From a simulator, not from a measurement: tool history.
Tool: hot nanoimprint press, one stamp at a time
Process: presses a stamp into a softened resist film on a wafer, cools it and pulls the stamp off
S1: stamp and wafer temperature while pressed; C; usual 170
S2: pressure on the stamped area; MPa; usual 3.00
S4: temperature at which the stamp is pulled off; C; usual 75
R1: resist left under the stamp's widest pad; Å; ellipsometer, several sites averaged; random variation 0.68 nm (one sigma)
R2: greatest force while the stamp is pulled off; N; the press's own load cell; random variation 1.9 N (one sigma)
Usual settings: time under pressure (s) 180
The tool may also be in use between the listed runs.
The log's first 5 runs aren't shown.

{"run": 6, "hour": 68.5, "S1": 170, "S2": 3.0, "time under pressure (s)": 180, "S4": 75, "R1": 1418, "R2": 166}
{"run": 7, "hour": 78.9, "S1": 170, "S2": 3.0, "time under pressure (s)": 180, "S4": 75, "R1": 1417, "R2": 169}
{"run": 8, "hour": 90.6, "S1": 170, "S2": 3.0, "time under pressure (s)": 180, "S4": 75, "R1": 1425, "R2": 175}
{"run": 9, "hour": 97.7, "S1": 170, "S2": 3.0, "time under pressure (s)": 180, "S4": 75, "R1": 1417, "R2": 177}
{"run": 10, "hour": 110.5, "S1": 170, "S2": 3.0, "time under pressure (s)": 180, "S4": 82, "R1": 1408, "R2": 143}
{"run": 11, "hour": 123.7, "S1": 170, "S2": 3.0, "time under pressure (s)": 180, "S4": 82, "R1": 1406, "R2": 142}
{"hour": 139.5, "done": "stamp cleaned and given a new release coat"}
{"run": 12, "hour": 145.7, "S1": 170, "S2": 3.0, "time under pressure (s)": 180, "S4": 82, "R1": 1408, "R2": 128}
{"run": 13, "hour": 161.5, "S1": 170, "S2": 4.12, "time under pressure (s)": 180, "S4": 82, "R1": 1239, "R2": 131}
{"run": 14, "hour": 169.8, "S1": 170, "S2": 3.0, "time under pressure (s)": 180, "S4": 70, "R1": 1399, "R2": 185}
{"run": 15, "hour": 176.7, "S1": 170, "S2": 3.0, "time under pressure (s)": 180, "S4": 70, "R1": 1405, "R2": 189}
{"run": 16, "hour": 183.8, "S1": 161, "S2": 1.81, "time under pressure (s)": 120, "S4": 73, "R1": 2447, "R2": 179}
{"run": 17, "hour": 199.1, "S1": 161, "S2": 1.81, "time under pressure (s)": 207, "S4": 64, "R1": 2181, "R2": 224}
{"run": 18, "hour": 208.3, "S1": 161, "S2": 1.81, "time under pressure (s)": 207, "S4": 64, "R1": 2159, "R2": 227}
{"run": 19, "hour": 215.8, "S1": 175, "S2": 2.96, "time under pressure (s)": 356, "S4": 75, "R1": 850, "R2": 172}
{"run": 20, "hour": 228.5, "S1": 170, "S2": 2.12, "time under pressure (s)": 210, "S4": 82, "R1": 1499, "R2": 138}
{"run": 21, "hour": 239.0, "S1": 170, "S2": 2.12, "time under pressure (s)": 210, "S4": 82, "R1": 1517, "R2": 143}
{"run": 22, "hour": 247.8, "S1": 170, "S2": 2.12, "time under pressure (s)": 210, "S4": 82, "R1": 1496, "R2": 141}
{"hour": 259.1, "done": "stamp cleaned and given a new release coat"}
{"run": 23, "hour": 264.2, "S1": 171, "S2": 3.0, "time under pressure (s)": 180, "S4": 65, "R1": 1333, "R2": 203}
{"run": 24, "hour": 280.7, "S1": 171, "S2": 3.0, "time under pressure (s)": 180, "S4": 72, "R1": 1332, "R2": 174}
{"run": 25, "hour": 290.1, "S1": 171, "S2": 3.0, "time under pressure (s)": 180, "S4": 72, "R1": 1348, "R2": 177}
{"run": 26, "hour": 302.5, "S1": 169, "S2": 3.0, "time under pressure (s)": 180, "S4": 64, "R1": 1443, "R2": 219}

The next listed run, before its measurement:
{"run": 27, "hour": 318.3, "S1": 169, "S2": 3.0, "time under pressure (s)": 237, "S4": 64, "R1": "?", "R2": "?"}

R1: 1292 Å
R2: 224 N
Without the tool's hidden state the same run would have given R1 1360 Å, R2 216 N.

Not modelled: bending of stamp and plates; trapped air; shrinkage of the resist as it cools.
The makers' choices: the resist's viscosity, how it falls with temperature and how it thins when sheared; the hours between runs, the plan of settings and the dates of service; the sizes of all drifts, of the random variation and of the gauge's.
